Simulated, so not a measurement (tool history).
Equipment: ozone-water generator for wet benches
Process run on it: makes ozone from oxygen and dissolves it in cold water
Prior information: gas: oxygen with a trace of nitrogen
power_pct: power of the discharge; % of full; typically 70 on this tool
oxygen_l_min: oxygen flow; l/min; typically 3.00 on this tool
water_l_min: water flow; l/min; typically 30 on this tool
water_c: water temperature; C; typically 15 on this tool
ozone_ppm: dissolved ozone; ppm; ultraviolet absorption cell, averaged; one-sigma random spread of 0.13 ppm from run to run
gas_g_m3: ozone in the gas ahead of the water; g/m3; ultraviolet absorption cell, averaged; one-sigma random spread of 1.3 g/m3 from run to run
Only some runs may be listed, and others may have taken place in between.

| run | day | power_pct | oxygen_l_min | water_l_min | water_c | ozone_ppm | gas_g_m3 |
|---|---|---|---|---|---|---|---|
| 1 | 0.000 | 70 | 3.00 | 30 | 15 | 11.7 | 224.7 |
| 2 | 3.850 | 70 | 3.00 | 30 | 17 | 11.4 | 224.2 |
| 3 | 7.088 | 50 | 3.00 | 30 | 15 | 10.0 | 189.2 |
| 4 | 12.517 | 50 | 3.00 | 30 | 15 | 9.9 | 188.9 |
| 5 | 18.654 | 42 | 3.00 | 30 | 15 | 9.0 | 170.2 |
| 6 | 24.175 | 70 | 3.00 | 30 | 15 | 11.5 | 218.4 |
| 7 | 30.575 | 70 | 3.00 | 30 | 15 | 11.2 | 217.9 |
| 8 | 33.196 | 70 | 3.00 | 30 | 15 | 11.2 | 218.0 |
| 9 | 37.462 | 70 | 3.00 | 30 | 15 | 10.9 | 217.2 |
| 10 | 43.742 | 90 | 3.00 | 30 | 15 | 12.6 | 241.3 |
| 11 | 48.938 | 50 | 3.00 | 30 | 15 | 9.5 | 183.3 |
| 12 | 54.400 | 50 | 3.00 | 30 | 15 | 9.3 | 181.0 |
| 13 | 60.742 | 50 | 3.00 | 30 | 15 | 9.3 | 180.4 |
|  | 61.212 | contactor cleaned |
| 14 | 65.033 | 50 | 3.00 | 30 | 15 | 9.2 | 180.8 |
| 15 | 71.521 | 49 | 3.00 | 30 | 15 | 8.9 | 177.2 |
| 16 | 74.867 | 49 | 3.00 | 30 | 15 | 9.1 | 175.3 |
| 17 | 78.025 | 57 | 2.88 | 32 | 12 | 8.9 | 190.2 |
|  | 78.550 | contactor cleaned, once more |
| 18 | 84.500 | 74 | 2.15 | 20 | 14 | 15.7 | 238.7 |
| 19 | 87.121 | 74 | 2.15 | 18 | 17 | 17.0 | 238.3 |
| 20 | 89.812 | 54 | 3.00 | 30 | 8 | 10.3 | 183.9 |
| 21 | 93.454 | 70 | 3.00 | 20 | 7 | 18.0 | 203.2 |
| 22 | 97.583 | 62 | 3.00 | 46 | 19 | 5.8 | 194.7 |
| 23 | 101.517 | 62 | 3.00 | 46 | 19 | 5.9 | 193.2 |

Run 24 is up next; what results do you expect?
| 24 | 105.758 | 77 | 3.00 | 46 | 8 | ? | ? |

Run 24 produced ozone_ppm 6.8 ppm, gas_g_m3 211.3 g/m3.
On a tool with no hidden condition, and with the same random variation, this run would have come out at ozone_ppm 8.2 ppm, gas_g_m3 252.7 g/m3.
